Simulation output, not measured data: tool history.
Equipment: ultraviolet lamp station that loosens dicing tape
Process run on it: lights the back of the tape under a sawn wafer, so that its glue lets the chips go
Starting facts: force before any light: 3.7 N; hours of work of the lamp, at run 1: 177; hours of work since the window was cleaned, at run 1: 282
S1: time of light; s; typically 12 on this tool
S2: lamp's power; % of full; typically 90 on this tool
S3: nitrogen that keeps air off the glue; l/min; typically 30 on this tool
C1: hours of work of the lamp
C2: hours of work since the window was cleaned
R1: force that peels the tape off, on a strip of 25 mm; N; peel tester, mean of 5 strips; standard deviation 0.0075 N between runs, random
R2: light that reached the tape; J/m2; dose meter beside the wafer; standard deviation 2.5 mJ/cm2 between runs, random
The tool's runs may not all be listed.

| run | hour | S1 | S2 | S3 | C1 | C2 | R1 | R2 |
|---|---|---|---|---|---|---|---|---|
| 1 | 0 | 12 | 90 | 30 | 177 | 282 | 0.309 | 2660 |
| 2 | 14.8 | 12 | 90 | 30 | 186 | 291 | 0.323 | 2660 |
| 3 | 32.2 | 12 | 90 | 30 | 196 | 302 | 0.315 | 2630 |
| 4 | 52.8 | 12 | 63 | 30 | 209 | 315 | 0.464 | 1870 |
| 5 | 73.8 | 12 | 63 | 12 | 222 | 327 | 0.735 | 1800 |
| 6 | 98.5 | 12 | 63 | 12 | 237 | 343 | 0.718 | 1810 |
| 7 | 124.9 | 21 | 66 | 29 | 253 | 359 | 0.267 | 3270 |
| 8 | 149 | 12 | 87 | 30 | 268 | 374 | 0.329 | 2460 |
| 9 | 164.3 | 7 | 93 | 14 | 278 | 383 | 0.856 | 1550 |
| 10 | 178.8 | 7 | 93 | 14 | 287 | 392 | 0.843 | 1480 |
| 11 | 201.3 | 7 | 93 | 14 | 300 | 406 | 0.873 | 1480 |
| 12 | 223.4 | 22 | 67 | 17 | 314 | 420 | 0.305 | 3330 |

Here are 4 independent what-if runs from the current tool condition. What would each one return?
| A | 247.8 | 12 | 80 | 12 | 329 | 435 | ? | ? |
| B | 247.8 | 14 | 91 | 19 | 329 | 435 | ? | ? |
| C | 247.8 | 22 | 81 | 14 | 329 | 435 | ? | ? |
| D | 247.8 | 12 | 90 | 9 | 329 | 435 | ? | ? |

| run | R1 | R2 |
|---|---|---|
| A | 0.59 | 2150 |
| B | 0.318 | 2920 |
| C | 0.283 | 4030 |
| D | 0.575 | 2440 |
The same runs, with their run-to-run variation unchanged, on a tool lacking any hidden condition would have given:
| run | R1 | R2 |
|---|---|---|
| A | 0.439 | 2700 |
| B | 0.268 | 3660 |
| C | 0.259 | 5040 |
| D | 0.43 | 3050 |
